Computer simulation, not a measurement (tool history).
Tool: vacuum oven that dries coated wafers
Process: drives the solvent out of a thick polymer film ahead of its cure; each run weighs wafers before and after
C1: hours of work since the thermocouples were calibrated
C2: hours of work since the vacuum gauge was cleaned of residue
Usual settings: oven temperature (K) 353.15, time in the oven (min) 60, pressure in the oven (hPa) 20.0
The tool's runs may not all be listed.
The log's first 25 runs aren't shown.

Run 26, hour 1953.4: usual settings but pressure in the oven (hPa) 13.4; C1 78; C2 1395. Result: solvent left in the film (%) 3.50.
Run 27, hour 2036.6: usual settings but pressure in the oven (hPa) 13.8; C1 120; C2 1437. Result: solvent left in the film (%) 3.40.
Run 28, hour 2124.5: usual settings but oven temperature (K) 360.15, time in the oven (min) 40; C1 164; C2 1481. Result: solvent left in the film (%) 3.09.
Run 29, hour 2179.9: usual settings but oven temperature (K) 342.15, time in the oven (min) 31; C1 192; C2 1509. Result: solvent left in the film (%) 9.38.
Run 30, hour 2268.2: usual settings but oven temperature (K) 342.15, time in the oven (min) 31; C1 237; C2 1554. Result: solvent left in the film (%) 9.38.
Run 31, hour 2318.1: usual settings but oven temperature (K) 342.15, time in the oven (min) 31; C1 262; C2 1579. Result: solvent left in the film (%) 9.20.
Run 32, hour 2364.4: usual settings but time in the oven (min) 50, pressure in the oven (hPa) 40.4; C1 285; C2 1602. Result: solvent left in the film (%) 5.19.
Run 33, hour 2422.4: usual settings but time in the oven (min) 36, pressure in the oven (hPa) 40.4; C1 314; C2 1631. Result: solvent left in the film (%) 6.34.
Run 34, hour 2526.9: usual settings but time in the oven (min) 36, pressure in the oven (hPa) 40.4; C1 367; C2 1684. Result: solvent left in the film (%) 6.33.
Run 35, hour 2632.7: usual settings but time in the oven (min) 36, pressure in the oven (hPa) 40.4; C1 420; C2 1737. Result: solvent left in the film (%) 6.31.
Run 36, hour 2727.3: usual settings but time in the oven (min) 50, pressure in the oven (hPa) 19.9; C1 467; C2 1784. Result: solvent left in the film (%) 4.45.
Run 37, hour 2815.2: usual settings but pressure in the oven (hPa) 33.7; C1 512; C2 1828. Result: solvent left in the film (%) 4.28.
Run 38, hour 2915.4: usual settings but oven temperature (K) 340.15, time in the oven (min) 45; C1 562; C2 1879. Result: solvent left in the film (%) 8.73.
Run 39, hour 3018.7: usual settings but oven temperature (K) 340.15, time in the oven (min) 45; C1 614; C2 1931. Result: solvent left in the film (%) 8.77.
Run 40, hour 3103.8: usual settings but oven temperature (K) 363.15, time in the oven (min) 73, pressure in the oven (hPa) 15.0; C1 657; C2 1974. Result: solvent left in the film (%) 0.85.

The next listed run, before its measurement:
Run 41, hour 3199.5: usual settings but oven temperature (K) 350.15, time in the oven (min) 30, pressure in the oven (hPa) 20.2; C1 705; C2 2022. Result: solvent left in the film (%) ?.

{"run 41": {"solvent left in the film (%)": 7.32}}
Without the tool's hidden state the same run would have given solvent left in the film (%) 7.32.

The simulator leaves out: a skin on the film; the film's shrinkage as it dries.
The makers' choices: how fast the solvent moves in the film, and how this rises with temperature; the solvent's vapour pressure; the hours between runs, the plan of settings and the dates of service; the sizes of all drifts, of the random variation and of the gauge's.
